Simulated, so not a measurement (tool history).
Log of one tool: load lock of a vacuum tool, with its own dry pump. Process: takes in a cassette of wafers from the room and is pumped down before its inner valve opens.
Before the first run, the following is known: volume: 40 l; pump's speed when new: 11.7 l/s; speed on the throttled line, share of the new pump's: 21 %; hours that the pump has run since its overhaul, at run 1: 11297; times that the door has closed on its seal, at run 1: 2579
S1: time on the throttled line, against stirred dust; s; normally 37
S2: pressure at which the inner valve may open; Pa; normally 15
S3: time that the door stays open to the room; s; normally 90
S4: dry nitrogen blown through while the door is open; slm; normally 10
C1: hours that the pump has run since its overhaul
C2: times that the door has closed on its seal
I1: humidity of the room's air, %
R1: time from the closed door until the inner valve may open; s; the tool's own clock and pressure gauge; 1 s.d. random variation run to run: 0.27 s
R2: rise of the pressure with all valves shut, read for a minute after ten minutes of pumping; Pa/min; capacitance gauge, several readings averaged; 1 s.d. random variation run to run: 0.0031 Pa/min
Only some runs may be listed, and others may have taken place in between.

Run 1, hour 0.0: usual settings; C1 11297; C2 2579; I1 44.8. Result: R1 62.0 s, R2 0.070 Pa/min.
Run 2, hour 87.9: usual settings; C1 11385; C2 2712; I1 45.6. Result: R1 61.4 s, R2 0.073 Pa/min.
Run 3, hour 199.9: usual settings; C1 11497; C2 2883; I1 47.1. Result: R1 61.4 s, R2 0.073 Pa/min.
Run 4, hour 268.9: usual settings; C1 11566; C2 2988; I1 48.1. Result: R1 61.5 s, R2 0.075 Pa/min.
Run 5, hour 346.1: usual settings; C1 11644; C2 3106; I1 44.1. Result: R1 61.7 s, R2 0.069 Pa/min.
Run 6, hour 462.7: usual settings but S3 67 s; C1 11760; C2 3283; I1 44.9. Result: R1 61.4 s, R2 0.069 Pa/min.
Run 7, hour 511.4: usual settings but S3 191 s; C1 11809; C2 3357; I1 48.2. Result: R1 61.7 s, R2 0.115 Pa/min.
Run 8, hour 562.0: usual settings but S3 46 s; C1 11859; C2 3434; I1 44.3. Result: R1 62.2 s, R2 0.059 Pa/min.
Run 9, hour 647.4: usual settings but S3 46 s; C1 11945; C2 3564; I1 45.5. Result: R1 62.1 s, R2 0.059 Pa/min.
Run 10, hour 746.6: usual settings but S3 46 s; C1 12044; C2 3716; I1 44.5. Result: R1 62.2 s, R2 0.054 Pa/min.
Run 11, hour 802.7: usual settings but S3 46 s; C1 12100; C2 3801; I1 44.8. Result: R1 61.2 s, R2 0.056 Pa/min.
Run 12, hour 860.4: usual settings; C1 12158; C2 3889; I1 43.4. Result: R1 61.7 s, R2 0.075 Pa/min.
Run 13, hour 918.9: usual settings but S3 31 s; C1 12216; C2 3978; I1 42.2. Result: R1 61.6 s, R2 0.051 Pa/min.
Run 14, hour 995.6: usual settings but S1 29 s; C1 12293; C2 4095; I1 46.2. Result: R1 56.1 s, R2 0.083 Pa/min.
Run 15, hour 1080.5: usual settings but S1 29 s; C1 12378; C2 4224; I1 43.0. Result: R1 55.4 s, R2 0.078 Pa/min.
Run 16, hour 1182.7: usual settings but S1 29 s; C1 12480; C2 4380; I1 44.4. Result: R1 55.3 s, R2 0.077 Pa/min.
Run 17, hour 1288.3: usual settings; C1 12586; C2 4541; I1 46.7. Result: R1 61.6 s, R2 0.080 Pa/min.
Run 18, hour 1382.7: usual settings but S1 26 s; C1 12680; C2 4684; I1 44.8. Result: R1 53.8 s, R2 0.079 Pa/min.
Run 19, hour 1484.3: usual settings but S3 29 s; C1 12782; C2 4839; I1 45.9. Result: R1 62.0 s, R2 0.049 Pa/min.

Run 20 is up next; what results do you expect?
Run 20, hour 1572.3: usual settings but S3 29 s; C1 12870; C2 4973; I1 44.6. Result: R1 ?, R2 ?.

{"run 20": {"R1": 61.8, "R2": 0.048}}
Minus the tool's unlogged condition, the same run would have read R1 59.1 s, R2 0.032 Pa/min.
